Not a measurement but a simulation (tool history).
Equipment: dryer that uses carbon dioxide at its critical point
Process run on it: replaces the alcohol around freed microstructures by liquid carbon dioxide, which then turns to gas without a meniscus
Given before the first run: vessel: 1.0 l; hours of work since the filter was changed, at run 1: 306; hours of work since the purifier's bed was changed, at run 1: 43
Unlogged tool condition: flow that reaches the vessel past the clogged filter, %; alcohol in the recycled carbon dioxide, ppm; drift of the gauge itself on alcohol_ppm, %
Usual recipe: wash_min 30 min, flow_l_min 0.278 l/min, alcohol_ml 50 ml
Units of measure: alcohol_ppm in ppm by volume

run   hour  wash_min  flow_l_min  alcohol_ml  hours of work since the filter was changed  hours of work since the purifier's bed was changed  alcohol_ppm
  1      0        30       0.278          50                                         306                                                  43           93
  2      9        30       0.267          50                                         311                                                  47          122
  3     22        30       0.278          77                                         317                                                  54          151
  4   35.2        30       0.278          32                                         323                                                  60           72
  5     45        30       0.278          32                                         328                                                  64           79
  6   55.1        30       0.278          32                                         333                                                  69           70
  7   64.3        30       0.278          32                                         337                                                  74           83
  8   74.6        41       0.278          50                                         342                                                  79           39
  9   82.4        41       0.278          50                                         346                                                  82           43
 10   88.6        30       0.278          50                                         349                                                  85          110
 11   98.8        30       0.278          50                                         354                                                  90          126
 12  110.6        30       0.278          50                                         359                                                  96          127
 13  124.2        43       0.278          50                                         366                                                 102           40
 14  132.1        43       0.278          50                                         369                                                 106           42
 15  139.9        30       0.178          50                                         373                                                 110          976
 16    150        30       0.178          50                                         378                                                 115         1029
 17  158.8        30       0.254          50                                         382                                                 119          209
 18  167.4        30       0.278          50                                         386                                                 123          140
 19  180.8        30       0.331          50                                         393                                                 129           69
 20  192.9        30       0.331          50                                         398                                                 135           73
 21  205.7        30       0.331          50                                         404                                                 141           72
 22  215.9        30       0.331          50                                         409                                                 146           67
 23  229.5        30       0.278          52                                         416                                                 152          152
 24  235.4        30       0.278          52                                         419                                                 155          162
 25  245.2        30       0.428          66                                         423                                                 160           60
 26  254.3        30       0.246          52                                         428                                                 164          291
 27  267.2        29       0.298          22                                         434                                                 170           97
 28    277        29       0.298          22                                         438                                                 175           92
 29  283.1        29       0.298          22                                         441                                                 178           91
 30  291.5        30       0.281          23                                         445                                                 182           99
 31  299.7        30       0.196          50                                         449                                                 186          782
 32  309.7        26       0.236          36                                         454                                                 191          486
 33  320.6        28       0.371          63                                         459                                                 196           87
     325.5  -- inlet filter changed
 34  327.6        28       0.278          53                                           1                                                 199          125
 35  341.4        30       0.278          22                                           8                                                 205           80
 36  349.8        30       0.278          22                                          12                                                 209           84
 37  355.7        30       0.278          22                                          14                                                 212           83
 38  363.8        30       0.291          50                                          18                                                 216           97
 39    372        31        0.36          23                                          22                                                 220           66
 40  383.4        30       0.278          28                                          28                                                 225           86
 41  394.2        30       0.278          28                                          33                                                 230           91
 42  404.8        30       0.278          28                                          38                                                 235           94
 43  414.9        25       0.278          97                                          43                                                 240          344
 44  423.8        41       0.278          43                                          47                                                 245           80
 45  436.6        41       0.278          43                                          53                                                 251           76
 46  447.3        41       0.278          43                                          58                                                 256           71
 47  453.2        26       0.229          50                                          61                                                 259          434

Results per run with the tool's hidden condition removed, run-to-run variation unchanged:
run  alcohol_ppm
  1           36
  2           51
  3           66
  4           25
  5           29
  6           16
  7           28
  8            9
  9           13
 10           33
 11           49
 12           45
 13            6
 14            7
 15          527
 16          552
 17           78
 18           43
 19           12
 20           14
 21           11
 22            4
 23           40
 24           45
 25           11
 26          100
 27           21
 28           14
 29           14
 30           14
 31          335
 32          194
 33            6
 34           70
 35           22
 36           24
 37           20
 38           34
 39            4
 40           23
 41           23
 42           25
 43          253
 44           11
 45            5
 46            0
 47          323
